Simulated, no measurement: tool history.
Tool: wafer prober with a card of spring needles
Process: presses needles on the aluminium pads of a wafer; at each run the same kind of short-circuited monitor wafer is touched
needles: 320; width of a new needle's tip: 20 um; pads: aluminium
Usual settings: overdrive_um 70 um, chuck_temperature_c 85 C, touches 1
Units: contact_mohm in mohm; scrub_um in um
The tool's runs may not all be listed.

| run | hour | overdrive_um | chuck_temperature_c | touches | contact_mohm | scrub_um |
|---|---|---|---|---|---|---|
| 1 | 0 | 70 | 85 | 1 | 303 | 11.83 |
|  | 3.4 | tips cleaned on abrasive film |
|  | 27.7 | tips cleaned on abrasive film |
| 2 | 34.4 | 70 | 85 | 1 | 304 | 11.86 |
|  | 51.3 | tips cleaned on abrasive film |
| 3 | 74 | 70 | 85 | 2 | 307 | 11.68 |
|  | 77.6 | tips cleaned on abrasive film |
|  | 101.9 | tips cleaned on abrasive film |
| 4 | 113.4 | 70 | 64 | 2 | 298 | 11.74 |
|  | 125.9 | tips cleaned on abrasive film |
| 5 | 146.3 | 70 | 64 | 2 | 290 | 11.76 |
|  | 149.6 | tips cleaned on abrasive film |
|  | 173.6 | tips cleaned on abrasive film |
| 6 | 178.3 | 70 | 64 | 2 | 296 | 11.7 |
|  | 197.2 | tips cleaned on abrasive film |
| 7 | 216 | 70 | 64 | 2 | 293 | 11.8 |
|  | 222.1 | tips cleaned on abrasive film |
|  | 249.2 | tips cleaned on abrasive film |
| 8 | 259 | 51 | 41 | 2 | 294 | 8.55 |
|  | 274.4 | tips cleaned on abrasive film |
| 9 | 287.1 | 69 | 108 | 1 | 313 | 11.45 |
|  | 300.8 | tips cleaned on abrasive film |
|  | 325.4 | tips cleaned on abrasive film |
| 10 | 325.4 | 53 | 90 | 1 | 318 | 8.85 |
|  | 350.1 | tips cleaned on abrasive film |
| 11 | 350.9 | 84 | 68 | 3 | 291 | 13.88 |

Some steps in scrub_um between neighbouring runs. How much of each would the tool show without its hidden state too (settings, what came in, random variation), and how much is left for the hidden state, with any gauge scatter that isn't in both results?
The hidden state here: debris on the tips, nm; way that the needles fall short of the set height, um; tips' diameter, um; drift of the gauge itself on contact_mohm, %; drift of the gauge itself on scrub_um, %.
Run 10 -> 11: overdrive_um 53 -> 84, chuck_temperature_c 90 -> 68, touches 1 -> 3, tips cleaned on abrasive film. scrub_um +5.03 um: hidden state -0.09, all else +5.12.

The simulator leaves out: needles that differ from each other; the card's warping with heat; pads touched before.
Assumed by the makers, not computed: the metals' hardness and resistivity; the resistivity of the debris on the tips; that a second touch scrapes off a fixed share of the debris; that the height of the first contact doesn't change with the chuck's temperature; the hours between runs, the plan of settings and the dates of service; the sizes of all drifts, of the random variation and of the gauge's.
